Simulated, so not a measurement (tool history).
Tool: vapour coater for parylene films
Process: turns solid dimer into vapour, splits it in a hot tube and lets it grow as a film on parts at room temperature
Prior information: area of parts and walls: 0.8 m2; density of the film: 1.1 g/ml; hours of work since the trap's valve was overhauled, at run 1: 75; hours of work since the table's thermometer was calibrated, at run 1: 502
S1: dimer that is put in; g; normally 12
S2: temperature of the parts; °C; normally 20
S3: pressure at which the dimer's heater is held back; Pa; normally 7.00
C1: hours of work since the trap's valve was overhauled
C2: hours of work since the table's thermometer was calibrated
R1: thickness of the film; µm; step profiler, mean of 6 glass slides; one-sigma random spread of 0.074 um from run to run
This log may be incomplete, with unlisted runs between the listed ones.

run 1 day=0.000 | S1=12 S2=20 S3=7.00 | C1=75 C2=502 | R1=8.66
run 2 day=1.354 | S1=12 S2=20 S3=2.74 | C1=99 C2=526 | R1=10.59
run 3 day=3.138 | S1=12 S2=20 S3=2.74 | C1=129 C2=556 | R1=10.46
run 4 day=4.879 | S1=12 S2=20 S3=2.74 | C1=159 C2=586 | R1=10.52
run 5 day=7.642 | S1=12 S2=20 S3=2.74 | C1=207 C2=634 | R1=10.34
run 6 day=9.904 | S1=12 S2=20 S3=2.74 | C1=246 C2=673 | R1=10.18
run 7 day=11.121 | S1=12 S2=20 S3=3.38 | C1=267 C2=694 | R1=9.68
run 8 day=12.688 | S1=12 S2=20 S3=7.00 | C1=294 C2=721 | R1=8.11
run 9 day=14.567 | S1=12 S2=20 S3=7.00 | C1=327 C2=754 | R1=8.22
run 10 day=16.962 | S1=18 S2=20 S3=7.00 | C1=368 C2=795 | R1=12.07
run 11 day=18.342 | S1=18 S2=20 S3=7.00 | C1=392 C2=819 | R1=11.87
run 12 day=19.688 | S1=18 S2=20 S3=7.00 | C1=415 C2=842 | R1=11.97
run 13 day=22.500 | S1=18 S2=20 S3=7.00 | C1=463 C2=890 | R1=11.76
run 14 day=24.583 | S1=18 S2=18 S3=7.00 | C1=499 C2=926 | R1=12.36
run 15 day=26.525 | S1=18 S2=18 S3=7.00 | C1=533 C2=960 | R1=12.05
run 16 day=28.392 | S1=8 S2=22 S3=2.63 | C1=565 C2=992 | R1=5.94
run 17 day=30.425 | S1=8 S2=22 S3=2.63 | C1=600 C2=1027 | R1=5.88
run 18 day=32.000 | S1=12 S2=13 S3=4.79 | C1=627 C2=1054 | R1=9.80
-- day=33.238 trap's valve overhauled
run 19 day=34.183 | S1=12 S2=13 S3=4.79 | C1=16 C2=1089 | R1=11.14
run 20 day=36.046 | S1=5 S2=16 S3=7.00 | C1=48 C2=1121 | R1=3.95
-- day=36.562 table's thermometer calibrated
run 21 day=38.442 | S1=5 S2=16 S3=7.00 | C1=89 C2=32 | R1=4.04
run 22 day=41.038 | S1=12 S2=20 S3=8.23 | C1=134 C2=77 | R1=8.38
run 23 day=43.733 | S1=7 S2=28 S3=2.12 | C1=180 C2=124 | R1=5.25
run 24 day=46.288 | S1=18 S2=20 S3=7.00 | C1=224 C2=168 | R1=12.58
run 25 day=48.542 | S1=18 S2=22 S3=11.97 | C1=263 C2=207 | R1=10.39
run 26 day=50.912 | S1=18 S2=22 S3=11.97 | C1=304 C2=247 | R1=10.57
run 27 day=52.925 | S1=8 S2=13 S3=8.62 | C1=339 C2=282 | R1=6.22
run 28 day=54.817 | S1=16 S2=19 S3=4.68 | C1=371 C2=315 | R1=11.99
run 29 day=56.525 | S1=16 S2=16 S3=3.89 | C1=401 C2=344 | R1=13.65

Here are 4 independent what-if runs from the current tool condition. What would each one return?
run A day=58.175 | S1=20 S2=20 S3=2.42 | C1=429 C2=373 | R1=?
run B day=58.175 | S1=16 S2=24 S3=8.92 | C1=429 C2=373 | R1=?
run C day=58.175 | S1=19 S2=23 S3=2.87 | C1=429 C2=373 | R1=?
run D day=58.175 | S1=17 S2=15 S3=5.75 | C1=429 C2=373 | R1=?

run=A R1=16.88
run=B R1=9.23
run=C R1=14.29
run=D R1=13.52
With no hidden state in the tool, these same runs would have given:
run=A R1=18.80
run=B R1=10.28
run=C R1=15.92
run=D R1=15.07
